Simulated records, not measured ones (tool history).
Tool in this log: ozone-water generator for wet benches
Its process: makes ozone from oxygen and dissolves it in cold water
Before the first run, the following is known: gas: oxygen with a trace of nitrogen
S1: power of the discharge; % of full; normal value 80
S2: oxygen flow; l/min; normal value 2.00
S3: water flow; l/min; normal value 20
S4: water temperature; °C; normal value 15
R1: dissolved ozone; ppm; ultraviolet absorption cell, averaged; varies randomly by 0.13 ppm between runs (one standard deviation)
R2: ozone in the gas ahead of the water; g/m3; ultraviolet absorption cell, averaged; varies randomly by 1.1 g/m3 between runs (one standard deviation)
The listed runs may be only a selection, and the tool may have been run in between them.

run    hour  S1    S2  S3  S4    R1     R2
  1     0.0  80  2.00  20  15  12.1  184.1
  2    35.8  80  1.18  20  15  10.6  245.6
  3    87.1  80  1.18  20  15  10.1  244.8
  4   136.8  60  2.00  20  15   9.2  141.9
  5   179.9  60  2.00  20  15   9.3  143.9
  6   218.4  64  2.00  20  15   9.7  151.2
  7   243.2  80  2.00  17  15  14.3  185.4
  8   274.4  80  2.00  20  15  12.0  185.0
  9   296.3  80  2.00  20  15  12.0  184.5
 10   323.4  80  2.00  20  15  12.1  184.5
 11   363.1  80  1.07  20  15   9.9  256.2
 12   393.4  80  1.07  20  15   9.7  256.4
 13   436.8  80  1.07  20  15  10.0  256.3
 14   473.5  50  1.07  20  15   6.6  167.3
 15   512.1  50  1.07  20  15   6.4  167.3
 16   534.4  50  1.07  20  15   6.5  168.8
 17   575.4  94  3.19  16  13  18.8  165.3
 18   609.3  71  1.03  16  13  11.4  236.0
 19   648.4  62  1.03  28  13   5.2  205.6
      660.4  -- water thermometer calibrated
      678.5  -- contactor cleaned
 20   698.4  40  1.03  20  13   5.2  138.7
 21   751.5  40  1.03  20  13   5.2  138.8
 22   797.7  73  2.97  18  14  13.0  135.3
 23   851.2  61  1.34  29  11   5.3  176.3
 24   896.5  63  1.41  15  14  11.7  175.1
 25   948.7  93  2.34  20  11  14.3  191.4
      960.7  -- contactor cleaned, once more
 26  1002.8  41  1.21  20  11   5.9  130.1
 27  1049.1  41  1.21  20  11   6.0  130.4
 28  1073.7  41  1.21  20  11   5.7  129.0
 29  1102.6  80  2.00  16  15  14.7  180.9
 30  1135.8  80  2.00  16  15  14.8  178.3
 31  1170.4  80  2.00  16  15  14.9  179.5
 32  1193.7  60  2.00  27  15   6.6  138.8

Each run again, without the hidden state but with its own random variation kept:
Hidden conditions of the tool in this case: yield of the discharge, % of new electrodes'; contactor's efficiency, % of a clean one's; true water temperature over the reading, C; drift of the gauge itself on ozone_ppm, %; drift of the gauge itself on gas_g_m3, %.
run    R1     R2
  1  12.7  189.3
  2  11.1  252.9
  3  10.7  252.5
  4   9.7  145.5
  5   9.8  147.6
  6  10.2  155.6
  7  15.1  192.1
  8  12.8  191.9
  9  12.7  191.5
 10  12.8  191.7
 11  10.6  266.4
 12  10.3  266.9
 13  10.7  267.2
 14   6.9  171.7
 15   6.8  171.9
 16   6.8  173.5
 17  20.2  174.1
 18  12.1  246.2
 19   5.6  213.6
 20   5.4  141.7
 21   5.5  141.9
 22  14.0  142.1
 23   5.8  183.9
 24  12.5  183.1
 25  15.7  204.1
 26   6.0  133.6
 27   6.2  134.0
 28   5.9  132.7
 29  15.6  192.5
 30  15.8  189.9
 31  15.9  191.4
 32   7.0  145.8

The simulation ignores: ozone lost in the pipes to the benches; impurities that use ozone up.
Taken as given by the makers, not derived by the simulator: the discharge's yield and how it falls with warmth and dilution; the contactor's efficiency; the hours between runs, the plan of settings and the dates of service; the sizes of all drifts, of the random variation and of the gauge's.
